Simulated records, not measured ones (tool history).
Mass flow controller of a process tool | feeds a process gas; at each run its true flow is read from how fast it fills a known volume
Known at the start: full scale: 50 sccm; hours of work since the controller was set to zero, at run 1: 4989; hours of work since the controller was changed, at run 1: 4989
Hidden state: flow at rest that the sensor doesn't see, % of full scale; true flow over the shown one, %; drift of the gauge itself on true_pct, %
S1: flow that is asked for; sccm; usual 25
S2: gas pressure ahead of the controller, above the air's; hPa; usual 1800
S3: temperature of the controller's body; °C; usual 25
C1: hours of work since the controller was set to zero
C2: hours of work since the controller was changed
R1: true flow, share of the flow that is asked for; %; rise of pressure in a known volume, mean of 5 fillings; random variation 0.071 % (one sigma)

run     hour  S1    S2  S3    C1    C2     R1
  1        0  25  1800  25  4989  4989  99.67
  2    390.7  23  1800  25  5246  5246  99.53
  3    679.9  46  1800  25  5436  5436  99.65
  4    967.5  46  1800  25  5625  5625  99.71
  5   1422.2  46  1800  25  5925  5925  99.64
  6   1957.8  25  2590  25  6277  6277   99.5
  7   2232.1  12  1800  25  6458  6458  98.92
  8   2480.1  25  1800  25  6621  6621  99.09
      2658.4  -- controller exchanged for a calibrated one
  9   2934.5  25  1800  25   182   182  99.09
 10   3303.3  25  1800  25   424   424  98.95
 11     3639  25  1800  25   645   645  98.94
 12   4098.6  25  1800  25   948   948  98.74
 13   4530.2  25  1800  39  1232  1232  99.23
 14   4999.7  25  1800  39  1541  1541     99
 15     5493  25  1800  39  1865  1865  98.97
 16   5950.6  25  1450  25  2166  2166  98.29
 17   6436.6  25  2190  36  2486  2486  98.53
 18   6762.9   9  1680  32  2701  2701  98.15
 19     7010   9  1680  32  2864  2864  98.15
 20   7340.7  39  1690  24  3081  3081  98.26
 21   7602.1  39  1690  24  3253  3253  98.18
      7675.7  -- gauge calibrated
 22   8150.4  39  1690  24  3614  3614  99.63
 23   8716.2  39  1690  24  3986  3986  99.56
 24   9054.9  39  1690  24  4209  4209  99.41
 25   9436.2  22  1800  40  4460  4460  99.71
 26   9698.9   5  2190  30  4633  4633  99.19
 27  10248.5  18  1670  31  4995  4995  99.03
 28  10606.3  23  1670  31  5230  5230  99.15
 29  10982.2  25  2040  26  5477  5477  99.09
 30  11317.7   7  2010  26  5698  5698  98.67
 31  11693.5  25  1800  22  5945  5945   98.7

How the hidden state differs across the entries between the runs, from the last listed run before each to the first after it:
Between runs 8 and 9: controller exchanged for a calibrated one (hour 2658.4)
  flow at rest that the sensor doesn't see, % of full scale: 0.006 -> 0; true flow over the shown one, %: -0.02 -> 0; drift of the gauge itself on true_pct, %: -0.54 -> -0.64
  measured less the result without the state, R1: -0.54 -> -0.64 %
Between runs 21 and 22: gauge calibrated (hour 7675.7)
  drift of the gauge itself on true_pct, %: -1.65 -> -0.1
  measured less the result without the state, R1: -1.65 -> -0.11 %

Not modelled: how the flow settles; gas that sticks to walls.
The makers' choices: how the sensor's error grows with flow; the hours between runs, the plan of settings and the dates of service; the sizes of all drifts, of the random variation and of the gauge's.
